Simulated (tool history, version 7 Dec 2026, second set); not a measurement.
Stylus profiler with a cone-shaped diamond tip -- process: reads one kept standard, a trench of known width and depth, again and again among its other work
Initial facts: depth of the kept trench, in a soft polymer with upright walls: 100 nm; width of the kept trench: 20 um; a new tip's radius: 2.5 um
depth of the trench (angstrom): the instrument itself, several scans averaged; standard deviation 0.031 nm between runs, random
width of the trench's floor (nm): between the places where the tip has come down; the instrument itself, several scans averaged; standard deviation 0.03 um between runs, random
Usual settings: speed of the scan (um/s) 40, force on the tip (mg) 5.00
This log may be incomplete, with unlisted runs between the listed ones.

| run | hour | speed of the scan (um/s) | force on the tip (mg) | depth of the trench (angstrom) | width of the trench's floor (nm) |
|---|---|---|---|---|---|
| 1 | 0.0 | 40 | 5.00 | 1027.8 | 18390 |
| 2 | 21.9 | 28 | 5.00 | 1027.5 | 18460 |
| 3 | 45.4 | 28 | 5.00 | 1027.4 | 18390 |
| 4 | 71.3 | 40 | 5.00 | 1026.9 | 18380 |
| 5 | 93.0 | 24 | 5.00 | 1027.2 | 18420 |
| 6 | 107.6 | 40 | 5.00 | 1027.6 | 18390 |
| 7 | 134.9 | 40 | 5.00 | 1027.4 | 18310 |
| 8 | 146.7 | 40 | 5.00 | 1027.3 | 18330 |
| 9 | 173.6 | 40 | 5.00 | 1027.2 | 18380 |
| 10 | 195.5 | 40 | 5.00 | 1027.8 | 18360 |
| 11 | 214.0 | 40 | 5.00 | 1026.7 | 18370 |
| 12 | 225.8 | 40 | 5.00 | 1026.9 | 18340 |
|  | 228.6 | height scale calibrated on a step standard |
| 13 | 253.9 | 40 | 5.00 | 1026.7 | 18350 |
| 14 | 274.5 | 40 | 5.00 | 1026.7 | 18330 |
| 15 | 293.1 | 40 | 5.00 | 1026.5 | 18320 |
| 16 | 315.8 | 40 | 5.00 | 1026.7 | 18290 |
| 17 | 328.0 | 40 | 5.00 | 1026.7 | 18330 |
| 18 | 355.3 | 40 | 5.00 | 1026.2 | 18260 |
|  | 365.7 | height scale calibrated on a step standard, once more |
| 19 | 369.6 | 40 | 5.00 | 1026.2 | 18340 |
| 20 | 384.3 | 40 | 5.00 | 1026.3 | 18330 |
| 21 | 408.6 | 40 | 5.00 | 1026.7 | 18300 |
| 22 | 431.1 | 25 | 5.00 | 1026.7 | 18330 |
| 23 | 454.0 | 25 | 5.00 | 1025.7 | 18360 |
| 24 | 475.3 | 25 | 5.00 | 1025.7 | 18350 |
| 25 | 496.9 | 25 | 5.00 | 1026.6 | 18330 |
| 26 | 510.0 | 11 | 10.15 | 1043.0 | 18360 |
| 27 | 536.1 | 142 | 6.17 | 1030.0 | 17900 |
| 28 | 549.7 | 19 | 2.38 | 1016.1 | 18360 |
| 29 | 575.1 | 18 | 13.54 | 1051.9 | 18440 |
| 30 | 589.8 | 18 | 7.19 | 1033.3 | 18380 |
| 31 | 605.4 | 60 | 7.87 | 1035.6 | 18180 |
| 32 | 627.8 | 60 | 4.50 | 1024.3 | 18100 |
| 33 | 648.8 | 68 | 5.00 | 1025.5 | 18100 |
| 34 | 673.4 | 104 | 2.79 | 1016.7 | 17760 |
| 35 | 686.6 | 104 | 2.79 | 1016.8 | 17740 |
| 36 | 713.9 | 62 | 3.78 | 1021.0 | 18120 |
| 37 | 727.1 | 62 | 3.78 | 1021.1 | 18050 |
| 38 | 747.8 | 10 | 8.93 | 1039.0 | 18350 |
| 39 | 766.0 | 10 | 8.93 | 1038.4 | 18340 |
| 40 | 791.4 | 10 | 2.33 | 1014.9 | 18350 |
| 41 | 803.7 | 10 | 2.33 | 1014.6 | 18360 |
| 42 | 822.0 | 10 | 2.33 | 1014.3 | 18260 |
| 43 | 836.7 | 10 | 2.33 | 1014.5 | 18310 |
| 44 | 852.0 | 18 | 13.65 | 1051.5 | 18330 |
| 45 | 865.6 | 51 | 3.96 | 1021.4 | 18140 |

How would selected steps in depth of the trench (angstrom) from run to run divide? Give the signed amount a tool lacking its hidden state would still show from settings, what came in and random variation, and the signed amount left for the hidden state, including any gauge scatter that is not in both of the compared results.
What the log doesn't record here: radius of the tip, um; height scale over the true one, %; drift of the gauge itself on depth_nm, %; drift of the gauge itself on floor_um, %.
Run 3 -> 4: speed of the scan (um/s) 28 -> 40. depth of the trench (angstrom) -0.5: hidden state -0.1, all else -0.4.
Run 13 -> 14: no setting touched and nothing written in the log between the runs. depth of the trench (angstrom) +0.0: hidden state -0.2, all else +0.2.
Run 18 -> 19: height scale calibrated on a step standard, once more. depth of the trench (angstrom) +0.0: hidden state -0.4, all else +0.4.
Run 28 -> 29: speed of the scan (um/s) 19 -> 18, force on the tip (mg) 2.38 -> 13.54. depth of the trench (angstrom) +35.8: hidden state -0.1, all else +35.9.
Run 43 -> 44: speed of the scan (um/s) 10 -> 18, force on the tip (mg) 2.33 -> 13.65. depth of the trench (angstrom) +37.0: hidden state -0.1, all else +37.1.
Run 44 -> 45: speed of the scan (um/s) 18 -> 51, force on the tip (mg) 13.65 -> 3.96. depth of the trench (angstrom) -30.1: hidden state +0.0, all else -30.1.
